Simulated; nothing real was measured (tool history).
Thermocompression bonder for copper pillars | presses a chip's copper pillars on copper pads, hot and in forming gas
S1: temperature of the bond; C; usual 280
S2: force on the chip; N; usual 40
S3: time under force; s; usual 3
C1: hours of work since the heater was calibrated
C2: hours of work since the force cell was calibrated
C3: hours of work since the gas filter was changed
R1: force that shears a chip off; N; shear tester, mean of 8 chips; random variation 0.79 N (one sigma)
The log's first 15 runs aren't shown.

run 16 hour=108.3 | S1=280 S2=33 S3=3 | C1=21 C2=254 C3=88 | R1=59.7
run 17 hour=117.9 | S1=280 S2=33 S3=3 | C1=26 C2=259 C3=94 | R1=63.5
-- hour=120.4 heater calibrated with a thermocouple chip, once more
run 18 hour=127.3 | S1=280 S2=33 S3=3 | C1=4 C2=264 C3=98 | R1=51.8
run 19 hour=137.0 | S1=280 S2=33 S3=3 | C1=9 C2=269 C3=103 | R1=52.2
run 20 hour=145.9 | S1=295 S2=40 S3=3 | C1=14 C2=274 C3=108 | R1=73.2
run 21 hour=153.8 | S1=295 S2=40 S3=3 | C1=19 C2=278 C3=113 | R1=74.2
run 22 hour=160.9 | S1=280 S2=40 S3=8 | C1=23 C2=282 C3=117 | R1=86.4
run 23 hour=170.5 | S1=280 S2=40 S3=8 | C1=28 C2=288 C3=122 | R1=86.0
run 24 hour=177.4 | S1=280 S2=40 S3=8 | C1=32 C2=292 C3=126 | R1=86.1
run 25 hour=183.2 | S1=280 S2=27 S3=4 | C1=35 C2=295 C3=129 | R1=49.4
run 26 hour=188.8 | S1=275 S2=27 S3=3 | C1=38 C2=298 C3=132 | R1=40.6
run 27 hour=196.6 | S1=275 S2=27 S3=3 | C1=43 C2=302 C3=137 | R1=41.8
run 28 hour=200.6 | S1=275 S2=27 S3=3 | C1=45 C2=305 C3=139 | R1=42.0
run 29 hour=208.9 | S1=291 S2=30 S3=5 | C1=50 C2=309 C3=144 | R1=68.6
run 30 hour=215.4 | S1=291 S2=30 S3=5 | C1=53 C2=313 C3=147 | R1=67.9
run 31 hour=222.2 | S1=276 S2=27 S3=2 | C1=57 C2=317 C3=151 | R1=34.3
run 32 hour=231.4 | S1=301 S2=39 S3=4 | C1=62 C2=322 C3=156 | R1=84.2
run 33 hour=241.0 | S1=301 S2=39 S3=4 | C1=67 C2=327 C3=162 | R1=83.6
run 34 hour=247.2 | S1=301 S2=39 S3=4 | C1=71 C2=331 C3=165 | R1=85.2
run 35 hour=254.6 | S1=301 S2=29 S3=3 | C1=75 C2=335 C3=169 | R1=63.4
run 36 hour=264.4 | S1=280 S2=52 S3=3 | C1=81 C2=340 C3=175 | R1=74.0
run 37 hour=270.5 | S1=280 S2=38 S3=3 | C1=84 C2=344 C3=178 | R1=57.8
run 38 hour=277.7 | S1=287 S2=40 S3=3 | C1=88 C2=348 C3=182 | R1=65.4
run 39 hour=286.3 | S1=276 S2=40 S3=5 | C1=93 C2=352 C3=187 | R1=70.4
run 40 hour=290.4 | S1=300 S2=40 S3=6 | C1=95 C2=355 C3=189 | R1=97.4

Forecast each of these 4 alternatives for the next run:
run A hour=297.0 | S1=278 S2=40 S3=2 | C1=99 C2=359 C3=193 | R1=?
run B hour=297.0 | S1=307 S2=40 S3=3 | C1=99 C2=359 C3=193 | R1=?
run C hour=297.0 | S1=271 S2=29 S3=2 | C1=99 C2=359 C3=193 | R1=?
run D hour=297.0 | S1=286 S2=50 S3=6 | C1=99 C2=359 C3=193 | R1=?

run=A R1=52.3
run=B R1=82.8
run=C R1=34.9
run=D R1=98.1
Without the tool's hidden state the same runs would have given:
run=A R1=52.7
run=B R1=83.6
run=C R1=35.0
run=D R1=99.2
